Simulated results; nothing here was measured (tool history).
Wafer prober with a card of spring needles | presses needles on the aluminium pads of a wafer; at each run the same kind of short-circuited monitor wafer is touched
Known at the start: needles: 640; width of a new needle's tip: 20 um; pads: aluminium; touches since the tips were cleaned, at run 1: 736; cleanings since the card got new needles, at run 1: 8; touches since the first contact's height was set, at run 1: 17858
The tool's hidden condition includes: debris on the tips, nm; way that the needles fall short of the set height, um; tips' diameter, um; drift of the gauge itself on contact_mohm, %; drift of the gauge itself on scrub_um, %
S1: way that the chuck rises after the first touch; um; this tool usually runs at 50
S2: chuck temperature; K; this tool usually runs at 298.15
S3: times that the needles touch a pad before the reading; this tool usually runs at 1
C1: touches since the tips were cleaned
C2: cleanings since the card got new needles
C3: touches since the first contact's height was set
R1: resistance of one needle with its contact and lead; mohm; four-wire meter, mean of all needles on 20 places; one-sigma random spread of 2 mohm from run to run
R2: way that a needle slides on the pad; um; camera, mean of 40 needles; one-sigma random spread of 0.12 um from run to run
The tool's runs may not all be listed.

| run | hour | S1 | S2 | S3 | C1 | C2 | C3 | R1 | R2 |
|---|---|---|---|---|---|---|---|---|---|
| 1 | 0.0 | 50 | 298.15 | 1 | 736 | 8 | 17858 | 234 | 8.38 |
|  | 4.2 | tips cleaned on abrasive film |
|  | 9.9 | tips cleaned on abrasive film |
| 2 | 9.9 | 50 | 324.15 | 1 | 0 | 10 | 21206 | 231 | 8.48 |
|  | 15.7 | tips cleaned on abrasive film |
| 3 | 18.8 | 50 | 298.15 | 1 | 1039 | 11 | 24207 | 239 | 8.27 |
|  | 22.3 | tips cleaned on abrasive film |
| 4 | 24.1 | 50 | 298.15 | 1 | 617 | 12 | 26014 | 231 | 8.28 |
|  | 28.0 | tips cleaned on abrasive film |
|  | 30.5 | tips cleaned on abrasive film, once more |
| 5 | 31.3 | 50 | 298.15 | 1 | 276 | 14 | 28402 | 225 | 8.37 |
|  | 36.6 | tips cleaned on abrasive film |
| 6 | 39.5 | 50 | 298.15 | 1 | 989 | 15 | 31206 | 237 | 8.37 |
|  | 42.4 | tips cleaned on abrasive film |
|  | 48.6 | tips cleaned on abrasive film |
| 7 | 49.9 | 50 | 298.15 | 1 | 468 | 17 | 34712 | 234 | 8.09 |
|  | 54.7 | tips cleaned on abrasive film |
| 8 | 55.4 | 50 | 298.15 | 1 | 221 | 18 | 36560 | 227 | 8.22 |
|  | 61.0 | tips cleaned on abrasive film |
|  | 67.0 | tips cleaned on abrasive film |
| 9 | 67.5 | 50 | 298.15 | 1 | 183 | 20 | 40655 | 226 | 8.11 |
|  | 72.8 | tips cleaned on abrasive film |
| 10 | 75.5 | 40 | 298.15 | 1 | 955 | 21 | 43383 | 250 | 6.48 |
|  | 79.1 | tips cleaned on abrasive film |
| 11 | 82.3 | 40 | 298.15 | 1 | 1133 | 22 | 45691 | 254 | 6.55 |
|  | 85.5 | tips cleaned on abrasive film |
| 12 | 90.3 | 33 | 362.15 | 1 | 1660 | 23 | 48391 | 303 | 5.38 |
|  | 91.5 | tips cleaned on abrasive film |
|  | 97.4 | tips cleaned on abrasive film |
| 13 | 102.9 | 54 | 350.15 | 1 | 1876 | 25 | 52653 | 256 | 8.85 |
|  | 103.5 | tips cleaned on abrasive film |
|  | 110.2 | tips cleaned on abrasive film |
| 14 | 115.4 | 54 | 338.15 | 2 | 1787 | 27 | 56875 | 245 | 8.71 |
|  | 116.6 | tips cleaned on abrasive film |
|  | 122.3 | tips cleaned on abrasive film |
| 15 | 126.9 | 54 | 338.15 | 2 | 1594 | 29 | 60782 | 249 | 8.66 |
|  | 128.5 | tips cleaned on abrasive film |
|  | 134.7 | tips cleaned on abrasive film |
| 16 | 136.1 | 36 | 298.15 | 2 | 475 | 31 | 63865 | 242 | 5.53 |
|  | 140.9 | tips cleaned on abrasive film |
| 17 | 144.8 | 51 | 298.15 | 2 | 1354 | 32 | 66818 | 241 | 8.11 |
|  | 146.6 | tips cleaned on abrasive film |
|  | 152.7 | tips cleaned on abrasive film |
| 18 | 152.9 | 46 | 298.15 | 3 | 62 | 34 | 69539 | 223 | 7.40 |

Predict each of these 5 candidate next runs independently; none follows another, all start after run 18:
|  | 159.2 | tips cleaned on abrasive film |
| A | 163.3 | 52 | 298.15 | 1 | 1423 | 35 | 73081 | ? | ? |
|  | 159.2 | tips cleaned on abrasive film |
| B | 163.3 | 46 | 298.15 | 3 | 1423 | 35 | 73081 | ? | ? |
|  | 159.2 | tips cleaned on abrasive film |
| C | 163.3 | 36 | 304.15 | 1 | 1423 | 35 | 73081 | ? | ? |
|  | 159.2 | tips cleaned on abrasive film |
| D | 163.3 | 40 | 375.15 | 3 | 1423 | 35 | 73081 | ? | ? |
|  | 159.2 | tips cleaned on abrasive film |
| E | 163.3 | 58 | 298.15 | 2 | 1423 | 35 | 73081 | ? | ? |

| run | R1 | R2 |
|---|---|---|
| A | 246 | 8.45 |
| B | 233 | 7.14 |
| C | 281 | 5.74 |
| D | 265 | 6.39 |
| E | 230 | 9.43 |
Had the tool no hidden state, the same runs would have come out as:
| run | R1 | R2 |
|---|---|---|
| A | 220 | 9.06 |
| B | 219 | 7.75 |
| C | 228 | 6.35 |
| D | 248 | 7.00 |
| E | 217 | 10.03 |
